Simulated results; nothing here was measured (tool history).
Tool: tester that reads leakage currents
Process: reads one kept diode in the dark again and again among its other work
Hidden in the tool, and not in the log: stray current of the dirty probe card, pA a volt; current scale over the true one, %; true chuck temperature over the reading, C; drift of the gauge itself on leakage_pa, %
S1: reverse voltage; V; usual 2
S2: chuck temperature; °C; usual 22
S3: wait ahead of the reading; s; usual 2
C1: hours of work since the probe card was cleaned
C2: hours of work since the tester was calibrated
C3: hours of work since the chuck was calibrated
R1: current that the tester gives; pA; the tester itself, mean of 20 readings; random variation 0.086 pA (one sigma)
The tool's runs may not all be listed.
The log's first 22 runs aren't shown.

run    hour     S1  S2    S3    C1    C2    C3      R1
 23   751.4  13.75  38   2.8  1172  1091  2129  165.11
 24   773.7      2  21  0.53  1181  1100  2138   25.96
 25   809.5      2  21  0.53  1195  1115  2152    26.1
 26   858.3  18.08  22  2.46  1215  1134  2172   75.37
      862.8  -- tester calibrated
 27   884.2  18.08  22  2.46  1225     9  2182   75.75
 28   918.7   6.21  58  0.78  1239    23  2196   416.5
 29   960.1      2  22  1.45  1256    39  2213   27.76
 30  1004.4      2  40  0.54  1274    57  2231   92.93
 31  1043.2      2  25  0.54  1289    73  2246   34.58
       1060  -- tester calibrated, once more
 32  1067.4  15.52  36  2.96  1298     3  2255   155.5
     1078.6  -- chuck's temperature calibrated
 33  1101.6      2  38  5.74  1311    16     9   76.02
 34  1131.3      2  38  5.74  1323    28    21   75.96
 35    1154  10.46  56  0.46  1333    37    31  424.33
 36    1189   14.7  22  3.21  1347    51    45   66.19
 37  1222.2   2.64  38  2.08  1360    65    58   84.76
 38  1257.2   6.03  38  2.08  1374    79    72  115.77
 39  1281.5   6.03  38  2.08  1384    89    82  115.25
 40  1316.7   6.03  57  8.93  1399   103    96  368.46

4 ways to go on from here, each from the tool as it stands after run 40. What would each give?
  A  1357.5   2.61  35  1.36  1415  120  113   ?
  B  1357.5  13.93  22   0.9  1415  120  113   ?
  C  1357.5   2.34  22  0.42  1415  120  113   ?
  D  1357.5   7.53  21  2.36  1415  120  113   ?

run     R1
  A  69.58
  B  66.66
  C  28.59
  D  45.09
Without the tool's hidden state the same runs would have given:
run     R1
  A  65.23
  B   46.3
  C  25.01
  D  33.93
